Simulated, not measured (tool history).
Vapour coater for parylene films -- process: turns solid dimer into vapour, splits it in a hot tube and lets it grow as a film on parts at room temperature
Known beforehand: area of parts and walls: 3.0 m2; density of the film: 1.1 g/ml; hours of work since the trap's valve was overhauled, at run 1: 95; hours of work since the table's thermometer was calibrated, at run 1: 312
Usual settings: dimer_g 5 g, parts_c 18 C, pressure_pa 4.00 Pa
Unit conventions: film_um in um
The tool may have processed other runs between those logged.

run   hour  dimer_g  parts_c  pressure_pa  hours of work since the trap's valve was overhauled  hours of work since the table's thermometer was calibrated  film_um
  1    0.0        5       18         4.00                                                   95                                                         312     1.20
  2   25.7        5       18         2.43                                                  116                                                         332     1.24
  3   43.6        5       18         2.43                                                  130                                                         347     1.18
  4   59.5        5       18         4.00                                                  143                                                         359     1.14
  5   78.4        5       22         4.00                                                  158                                                         375     1.05
  6  100.4        5       22         4.00                                                  176                                                         392     1.02
  7  119.0        5       18         2.50                                                  191                                                         407     1.17
  8  144.7        5       18         2.50                                                  211                                                         428     1.20
  9  165.1        5       18         2.50                                                  227                                                         444     1.12
 10  176.5        5       18         2.50                                                  237                                                         453     1.14
 11  194.3        5       18         2.50                                                  251                                                         467     1.13
 12  213.6        5       18         2.50                                                  266                                                         483     1.13
 13  229.2        5       18         2.50                                                  279                                                         495     1.20
 14  249.4        8       18         4.00                                                  295                                                         511     1.74
 15  261.0        5       18         4.00                                                  304                                                         521     1.14
 16  275.1        5       18         4.00                                                  315                                                         532     1.12
 17  287.9        5       18         4.00                                                  326                                                         542     1.11
 18  302.8        5       18         4.00                                                  338                                                         554     1.06
 19  326.7        5       18         4.00                                                  357                                                         573     1.08
     336.4  -- trap's valve overhauled
 20  348.3        4       18         4.00                                                   10                                                         587     0.96
 21  367.1        4       18         4.00                                                   25                                                         602     0.94
 22  387.6        4       18         4.00                                                   41                                                         619     0.92
 23  408.8        7       18         4.00                                                   58                                                         636     1.63
 24  430.2        7       18         4.00                                                   75                                                         653     1.63
 25  443.1        7       18         4.00                                                   85                                                         663     1.61
 26  455.3        7       18         4.00                                                   95                                                         673     1.62
 27  473.8        7       18         4.00                                                  110                                                         688     1.59
 28  498.7        7       18         4.00                                                  130                                                         708     1.57
 29  509.7        6       10         7.66                                                  139                                                         716     1.57
 30  527.6        2       13         5.67                                                  153                                                         731     0.51
 31  550.3        2       13         5.67                                                  171                                                         749     0.53
 32  575.2        2       13         5.67                                                  191                                                         769     0.46
 33  594.4        4       26         5.67                                                  206                                                         784     0.70
 34  607.3        4       26         5.67                                                  217                                                         794     0.71

Expected results for the next run?
 35  631.1        5       18         7.02                                                  236                                                         813        ?

Run 35 gave film_um 1.05 um.
The same run, on a tool lacking any hidden state, would have yielded film_um 1.14 um.
